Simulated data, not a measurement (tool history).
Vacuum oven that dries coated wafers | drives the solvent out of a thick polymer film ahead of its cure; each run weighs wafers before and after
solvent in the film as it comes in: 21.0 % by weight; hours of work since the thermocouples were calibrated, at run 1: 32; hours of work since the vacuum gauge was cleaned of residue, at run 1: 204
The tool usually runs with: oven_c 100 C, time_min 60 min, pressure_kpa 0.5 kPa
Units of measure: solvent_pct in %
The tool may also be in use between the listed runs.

run    hour  oven_c  time_min  pressure_kpa  hours of work since the thermocouples were calibrated  hours of work since the vacuum gauge was cleaned of residue  solvent_pct
  1       0     100        60           0.5                                                     32                                                          204         2.08
  2    26.3     100        60           0.5                                                     48                                                          221         2.15
  3    55.4     100        60           0.5                                                     67                                                          239         2.13
  4      87     100        60           0.5                                                     87                                                          259         2.14
  5     108     100        60           0.5                                                    100                                                          272         2.05
  6   127.7     100        60           0.5                                                    113                                                          285         2.18
  7   173.9     100        60         0.527                                                    142                                                          314         2.09
  8   219.6     100        60           0.5                                                    171                                                          343         2.15
  9   251.2      95        60           0.5                                                    191                                                          363         3.29
 10   284.2     113        60           0.5                                                    212                                                          384         0.42
 11   305.3     113        60           0.5                                                    225                                                          398         0.52
 12   327.1     113        60           0.5                                                    239                                                          412         0.44
 13   362.8     113        60           0.5                                                    262                                                          434         0.49
 14   383.9     100        60           0.5                                                    275                                                          448         2.28
 15   419.6     100        60           0.5                                                    298                                                          470         2.13
 16   464.4     100        60           0.5                                                    326                                                          499         2.18
 17   504.6     100        60           0.5                                                    352                                                          524         2.22
 18   525.5     100        60           0.5                                                    365                                                          537         2.22
 19   553.3     100        60           0.5                                                    383                                                          555         2.23
 20   588.4     100        60           0.5                                                    405                                                          577         2.14
 21   626.9     100        60           0.5                                                    429                                                          602         2.14
 22   648.6     100        60           0.5                                                    443                                                          615         2.17
 23   673.2      96        63         0.288                                                    459                                                          631         2.84
 24   703.3     105        66         0.759                                                    478                                                          650         1.23
 25   751.2      98        66         0.783                                                    508                                                          681         2.43
 26   784.5      98        66         0.783                                                    529                                                          702          2.4
 27   830.8      98        66         0.783                                                    559                                                          731         2.39
 28     854     100        34           0.5                                                    574                                                          746         5.34
 29   899.1      90        73         0.346                                                    602                                                          774         3.68
      937.6  -- oven's thermocouples calibrated
 30   940.5      93        43         0.415                                                      2                                                          799         5.86
 31   965.2      93        43         0.284                                                     17                                                          815         5.75
 32   998.1      93        43         0.284                                                     38                                                          836         5.71
 33  1026.7      93        43         0.284                                                     57                                                          854         5.74
 34  1054.2      93        43         0.284                                                     74                                                          872          5.7
 35  1093.2     114        33         0.866                                                     99                                                          896         1.98
 36  1131.6     105        37         0.575                                                    123                                                          921         3.32
 37  1170.8      87        35         0.261                                                    148                                                          946         8.99
 38    1211     112        38         0.284                                                    173                                                          971         1.66
 39  1233.6     112        39         1.982                                                    188                                                          985         2.04
 40    1272     100        34         0.773                                                    212                                                         1010         5.22
 41  1293.2      97        39         0.371                                                    226                                                         1023         5.23

Here are 3 independent what-if runs from the current tool condition. What would each one return?
  A  1327.2      97        43         0.375                                                    247                                                         1045            ?
  B  1327.2      94        33           0.5                                                    247                                                         1045            ?
  C  1327.2     106        60         0.693                                                    247                                                         1045            ?

run  solvent_pct
  A         4.64
  B         7.23
  C         1.21
With the hidden condition removed and each run's random variation left untouched, the same runs would have given:
run  solvent_pct
  A         4.57
  B         7.16
  C         1.15
